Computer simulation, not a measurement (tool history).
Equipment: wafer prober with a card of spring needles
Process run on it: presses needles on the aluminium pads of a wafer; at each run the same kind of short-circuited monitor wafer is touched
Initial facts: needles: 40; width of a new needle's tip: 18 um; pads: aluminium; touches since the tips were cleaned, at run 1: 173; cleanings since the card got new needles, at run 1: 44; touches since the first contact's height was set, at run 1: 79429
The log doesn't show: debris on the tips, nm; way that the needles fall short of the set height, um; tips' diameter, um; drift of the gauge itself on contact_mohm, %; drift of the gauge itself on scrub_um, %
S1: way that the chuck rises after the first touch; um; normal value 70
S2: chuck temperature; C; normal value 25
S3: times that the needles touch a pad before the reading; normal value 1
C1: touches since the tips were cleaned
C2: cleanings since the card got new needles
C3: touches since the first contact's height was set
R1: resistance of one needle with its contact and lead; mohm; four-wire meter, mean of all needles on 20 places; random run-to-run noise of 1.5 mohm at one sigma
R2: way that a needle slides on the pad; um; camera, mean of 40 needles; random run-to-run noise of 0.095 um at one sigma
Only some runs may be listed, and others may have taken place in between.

run	hour	S1	S2	S3	C1	C2	C3	R1	R2
1	0.0	70	25	1	173	44	79429	246	14.60
# hour 15.5: tips cleaned on abrasive film
2	18.6	70	25	1	737	45	83818	873	14.58
3	27.5	70	25	2	2844	45	85925	568	14.44
# hour 32.2: tips cleaned on abrasive film
4	45.7	70	68	1	3197	46	90233	586	14.38
# hour 49.0: tips cleaned on abrasive film
# hour 66.2: tips cleaned on abrasive film
5	66.4	70	68	1	35	48	95092	221	14.48
# hour 71.6: tips cleaned on abrasive film, once more
6	79.3	70	68	1	1825	49	98142	480	14.28
# hour 87.9: tips cleaned on abrasive film
7	95.4	70	68	1	1769	50	101931	515	14.34
# hour 104.8: tips cleaned on abrasive film
8	111.6	70	68	1	1604	51	105751	474	14.56
# hour 121.4: tips cleaned on abrasive film
9	129.7	70	68	1	1976	52	110022	534	14.30
# hour 137.7: tips cleaned on abrasive film
10	141.6	70	68	1	931	53	112840	389	14.47
# hour 153.9: tips cleaned on abrasive film
11	153.9	70	68	1	0	54	115725	204	14.38
12	163.0	70	68	1	2163	54	117888	547	14.22
# hour 170.8: tips cleaned on abrasive film
13	178.5	70	68	1	1838	55	121549	527	14.37
# hour 183.1: height of the first contact set anew
# hour 188.0: tips cleaned on abrasive film
14	199.9	70	32	1	2810	56	3962	590	15.03
# hour 204.8: tips cleaned on abrasive film
15	216.6	70	32	1	2795	57	7909	573	15.07
# hour 221.7: tips cleaned on abrasive film
16	229.3	70	32	1	1795	58	10898	480	14.92
# hour 238.6: tips cleaned on abrasive film
17	242.9	81	25	1	1011	59	14097	333	17.40
# hour 255.3: tips cleaned on abrasive film
18	262.6	70	45	1	1725	60	18757	472	14.78
# hour 271.6: tips cleaned on abrasive film
19	273.4	70	45	1	428	61	21287	261	14.81
20	282.8	63	39	1	2661	61	23520	646	13.33
# hour 288.0: tips cleaned on abrasive film
21	301.0	58	81	3	3072	62	27811	384	12.22
# hour 304.5: tips cleaned on abrasive film
22	316.5	79	112	1	2836	63	31467	469	16.78
# hour 322.4: tips cleaned on abrasive film
23	330.6	85	49	1	1947	64	34792	392	18.12
# hour 339.2: tips cleaned on abrasive film
24	341.5	90	90	2	559	65	37374	206	18.94
# hour 355.6: tips cleaned on abrasive film
25	355.6	70	49	3	0	66	40700	164	14.81
# hour 371.9: tips cleaned on abrasive film
26	375.7	70	45	2	913	67	45444	292	14.84
# hour 388.4: tips cleaned on abrasive film
27	396.5	53	57	1	1915	68	50351	820	11.15
# hour 404.6: tips cleaned on abrasive film
28	413.5	53	57	1	2114	69	54371	819	11.15
# hour 421.1: tips cleaned on abrasive film
29	432.1	72	57	1	2631	70	58764	568	15.20
# hour 437.6: tips cleaned on abrasive film
30	447.6	70	25	2	2365	71	62409	420	14.77
# hour 454.6: tips cleaned on abrasive film
31	468.2	70	25	2	3231	72	67286	472	14.60
# hour 471.3: tips cleaned on abrasive film
32	478.2	70	38	1	1647	73	69626	514	14.78

5 options for the next run, each taken on its own from the tool as it stands now. Forecast them:
# hour 487.7: tips cleaned on abrasive film
A	496.4	58	38	2	2075	74	73929	?	?
# hour 487.7: tips cleaned on abrasive film
B	496.4	71	38	2	2075	74	73929	?	?
# hour 487.7: tips cleaned on abrasive film
C	496.4	66	38	3	2075	74	73929	?	?
# hour 487.7: tips cleaned on abrasive film
D	496.4	70	31	1	2075	74	73929	?	?
# hour 487.7: tips cleaned on abrasive film
E	496.4	79	115	2	2075	74	73929	?	?

run	R1	R2
A	512	12.21
B	393	14.81
C	317	13.75
D	572	14.68
E	335	16.64
With no hidden state in the tool, these same runs would have given:
run	R1	R2
A	154	12.63
B	149	15.23
C	150	14.17
D	150	15.09
E	161	17.05
